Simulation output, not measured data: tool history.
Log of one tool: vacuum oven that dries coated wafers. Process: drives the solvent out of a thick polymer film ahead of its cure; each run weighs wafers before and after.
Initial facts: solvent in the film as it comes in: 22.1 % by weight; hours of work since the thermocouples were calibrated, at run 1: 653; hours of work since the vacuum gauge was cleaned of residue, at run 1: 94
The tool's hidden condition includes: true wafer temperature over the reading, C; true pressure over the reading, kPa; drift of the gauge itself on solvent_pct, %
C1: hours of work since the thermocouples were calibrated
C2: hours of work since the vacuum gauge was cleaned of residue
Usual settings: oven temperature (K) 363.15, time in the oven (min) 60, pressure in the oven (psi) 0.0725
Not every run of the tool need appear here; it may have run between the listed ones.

{"run": 1, "hour": 0.0, "oven temperature (K)": 363.15, "time in the oven (min)": 60, "pressure in the oven (psi)": 0.0725, "C1": 653, "C2": 94, "solvent left in the film (%)": 0.84}
{"run": 2, "hour": 38.8, "oven temperature (K)": 363.15, "time in the oven (min)": 60, "pressure in the oven (psi)": 0.0725, "C1": 684, "C2": 125, "solvent left in the film (%)": 0.84}
{"run": 3, "hour": 80.9, "oven temperature (K)": 363.15, "time in the oven (min)": 60, "pressure in the oven (psi)": 0.0725, "C1": 717, "C2": 158, "solvent left in the film (%)": 0.73}
{"run": 4, "hour": 114.1, "oven temperature (K)": 348.15, "time in the oven (min)": 60, "pressure in the oven (psi)": 0.0725, "C1": 743, "C2": 184, "solvent left in the film (%)": 4.05}
{"run": 5, "hour": 157.2, "oven temperature (K)": 348.15, "time in the oven (min)": 70, "pressure in the oven (psi)": 0.0725, "C1": 777, "C2": 218, "solvent left in the film (%)": 3.24}
{"run": 6, "hour": 185.9, "oven temperature (K)": 348.15, "time in the oven (min)": 70, "pressure in the oven (psi)": 0.0725, "C1": 800, "C2": 241, "solvent left in the film (%)": 3.18}
{"run": 7, "hour": 217.0, "oven temperature (K)": 348.15, "time in the oven (min)": 70, "pressure in the oven (psi)": 0.0725, "C1": 824, "C2": 265, "solvent left in the film (%)": 3.17}
{"run": 8, "hour": 252.0, "oven temperature (K)": 348.15, "time in the oven (min)": 70, "pressure in the oven (psi)": 0.0725, "C1": 852, "C2": 293, "solvent left in the film (%)": 3.22}
{"run": 9, "hour": 289.1, "oven temperature (K)": 363.15, "time in the oven (min)": 45, "pressure in the oven (psi)": 0.0725, "C1": 881, "C2": 322, "solvent left in the film (%)": 1.56}
{"run": 10, "hour": 308.9, "oven temperature (K)": 363.15, "time in the oven (min)": 45, "pressure in the oven (psi)": 0.0725, "C1": 897, "C2": 338, "solvent left in the film (%)": 1.52}
{"run": 11, "hour": 338.1, "oven temperature (K)": 363.15, "time in the oven (min)": 45, "pressure in the oven (psi)": 0.0725, "C1": 920, "C2": 361, "solvent left in the film (%)": 1.65}
{"run": 12, "hour": 358.8, "oven temperature (K)": 363.15, "time in the oven (min)": 45, "pressure in the oven (psi)": 0.0725, "C1": 936, "C2": 377, "solvent left in the film (%)": 1.67}
{"run": 13, "hour": 386.7, "oven temperature (K)": 363.15, "time in the oven (min)": 45, "pressure in the oven (psi)": 0.0725, "C1": 958, "C2": 399, "solvent left in the film (%)": 1.6}
{"run": 14, "hour": 420.2, "oven temperature (K)": 363.15, "time in the oven (min)": 45, "pressure in the oven (psi)": 0.0725, "C1": 984, "C2": 426, "solvent left in the film (%)": 1.53}
{"run": 15, "hour": 448.0, "oven temperature (K)": 363.15, "time in the oven (min)": 45, "pressure in the oven (psi)": 0.0725, "C1": 1006, "C2": 447, "solvent left in the film (%)": 1.54}
{"run": 16, "hour": 469.9, "oven temperature (K)": 363.15, "time in the oven (min)": 45, "pressure in the oven (psi)": 0.0725, "C1": 1024, "C2": 465, "solvent left in the film (%)": 1.45}
{"run": 17, "hour": 503.5, "oven temperature (K)": 363.15, "time in the oven (min)": 45, "pressure in the oven (psi)": 0.0725, "C1": 1050, "C2": 491, "solvent left in the film (%)": 1.49}
{"run": 18, "hour": 527.1, "oven temperature (K)": 363.15, "time in the oven (min)": 60, "pressure in the oven (psi)": 0.0725, "C1": 1069, "C2": 510, "solvent left in the film (%)": 0.83}
{"run": 19, "hour": 547.7, "oven temperature (K)": 363.15, "time in the oven (min)": 60, "pressure in the oven (psi)": 0.0725, "C1": 1085, "C2": 526, "solvent left in the film (%)": 0.85}
{"run": 20, "hour": 590.8, "oven temperature (K)": 349.15, "time in the oven (min)": 60, "pressure in the oven (psi)": 0.0725, "C1": 1119, "C2": 560, "solvent left in the film (%)": 3.73}
{"run": 21, "hour": 608.9, "oven temperature (K)": 363.15, "time in the oven (min)": 66, "pressure in the oven (psi)": 0.0439, "C1": 1133, "C2": 574, "solvent left in the film (%)": 0.6}
{"run": 22, "hour": 647.8, "oven temperature (K)": 374.15, "time in the oven (min)": 45, "pressure in the oven (psi)": 0.0725, "C1": 1164, "C2": 605, "solvent left in the film (%)": 0.35}
{"hour": 653.7, "done": "oven's thermocouples calibrated"}
{"run": 23, "hour": 677.5, "oven temperature (K)": 353.15, "time in the oven (min)": 71, "pressure in the oven (psi)": 0.0395, "C1": 19, "C2": 627, "solvent left in the film (%)": 1.6}
{"run": 24, "hour": 719.1, "oven temperature (K)": 375.15, "time in the oven (min)": 70, "pressure in the oven (psi)": 0.1516, "C1": 52, "C2": 659, "solvent left in the film (%)": 0.39}
{"run": 25, "hour": 753.4, "oven temperature (K)": 375.15, "time in the oven (min)": 70, "pressure in the oven (psi)": 0.1516, "C1": 79, "C2": 687, "solvent left in the film (%)": 0.38}
{"run": 26, "hour": 776.0, "oven temperature (K)": 375.15, "time in the oven (min)": 70, "pressure in the oven (psi)": 0.1516, "C1": 96, "C2": 704, "solvent left in the film (%)": 0.43}
{"run": 27, "hour": 815.4, "oven temperature (K)": 365.15, "time in the oven (min)": 38, "pressure in the oven (psi)": 0.2608, "C1": 127, "C2": 735, "solvent left in the film (%)": 2.15}
{"run": 28, "hour": 856.9, "oven temperature (K)": 363.15, "time in the oven (min)": 78, "pressure in the oven (psi)": 0.0927, "C1": 160, "C2": 768, "solvent left in the film (%)": 0.57}
{"run": 29, "hour": 877.4, "oven temperature (K)": 373.15, "time in the oven (min)": 68, "pressure in the oven (psi)": 0.067, "C1": 176, "C2": 784, "solvent left in the film (%)": 0.21}
{"hour": 915.2, "done": "oven's thermocouples calibrated, once more"}
{"run": 30, "hour": 916.5, "oven temperature (K)": 349.15, "time in the oven (min)": 91, "pressure in the oven (psi)": 0.0725, "C1": 1, "C2": 814, "solvent left in the film (%)": 2.12}
{"run": 31, "hour": 938.8, "oven temperature (K)": 376.15, "time in the oven (min)": 91, "pressure in the oven (psi)": 0.05, "C1": 19, "C2": 831, "solvent left in the film (%)": 0.19}
{"run": 32, "hour": 973.7, "oven temperature (K)": 376.15, "time in the oven (min)": 91, "pressure in the oven (psi)": 0.05, "C1": 46, "C2": 859, "solvent left in the film (%)": 0.2}
{"run": 33, "hour": 994.1, "oven temperature (K)": 376.15, "time in the oven (min)": 91, "pressure in the oven (psi)": 0.05, "C1": 62, "C2": 875, "solvent left in the film (%)": 0.1}
{"run": 34, "hour": 1034.1, "oven temperature (K)": 363.15, "time in the oven (min)": 60, "pressure in the oven (psi)": 0.1282, "C1": 94, "C2": 906, "solvent left in the film (%)": 1.15}
{"run": 35, "hour": 1076.5, "oven temperature (K)": 371.15, "time in the oven (min)": 57, "pressure in the oven (psi)": 0.2734, "C1": 127, "C2": 940, "solvent left in the film (%)": 0.86}
{"run": 36, "hour": 1103.4, "oven temperature (K)": 371.15, "time in the oven (min)": 65, "pressure in the oven (psi)": 0.2305, "C1": 148, "C2": 961, "solvent left in the film (%)": 0.78}
{"run": 37, "hour": 1126.4, "oven temperature (K)": 368.15, "time in the oven (min)": 52, "pressure in the oven (psi)": 0.2561, "C1": 166, "C2": 979, "solvent left in the film (%)": 1.21}
{"run": 38, "hour": 1144.2, "oven temperature (K)": 369.15, "time in the oven (min)": 60, "pressure in the oven (psi)": 0.0725, "C1": 180, "C2": 993, "solvent left in the film (%)": 0.5}
{"run": 39, "hour": 1168.4, "oven temperature (K)": 376.15, "time in the oven (min)": 41, "pressure in the oven (psi)": 0.0567, "C1": 200, "C2": 1012, "solvent left in the film (%)": 0.52}
{"run": 40, "hour": 1191.2, "oven temperature (K)": 376.15, "time in the oven (min)": 41, "pressure in the oven (psi)": 0.0567, "C1": 217, "C2": 1030, "solvent left in the film (%)": 0.47}

4 ways to go on from here, each from the tool as it stands after run 40. What would each give?
{"run": "A", "hour": 1223.6, "oven temperature (K)": 362.15, "time in the oven (min)": 31, "pressure in the oven (psi)": 0.0567, "C1": 243, "C2": 1056, "solvent left in the film (%)": "?"}
{"run": "B", "hour": 1223.6, "oven temperature (K)": 376.15, "time in the oven (min)": 32, "pressure in the oven (psi)": 0.0567, "C1": 243, "C2": 1056, "solvent left in the film (%)": "?"}
{"run": "C", "hour": 1223.6, "oven temperature (K)": 355.15, "time in the oven (min)": 73, "pressure in the oven (psi)": 0.2763, "C1": 243, "C2": 1056, "solvent left in the film (%)": "?"}
{"run": "D", "hour": 1223.6, "oven temperature (K)": 376.15, "time in the oven (min)": 41, "pressure in the oven (psi)": 0.1785, "C1": 243, "C2": 1056, "solvent left in the film (%)": "?"}

run=A solvent_left_in_the_film_(%)=3.62
run=B solvent_left_in_the_film_(%)=0.75
run=C solvent_left_in_the_film_(%)=2.53
run=D solvent_left_in_the_film_(%)=0.77
What these runs would have given with no unlogged condition in the tool:
run=A solvent_left_in_the_film_(%)=3.58
run=B solvent_left_in_the_film_(%)=0.67
run=C solvent_left_in_the_film_(%)=2.37
run=D solvent_left_in_the_film_(%)=0.67
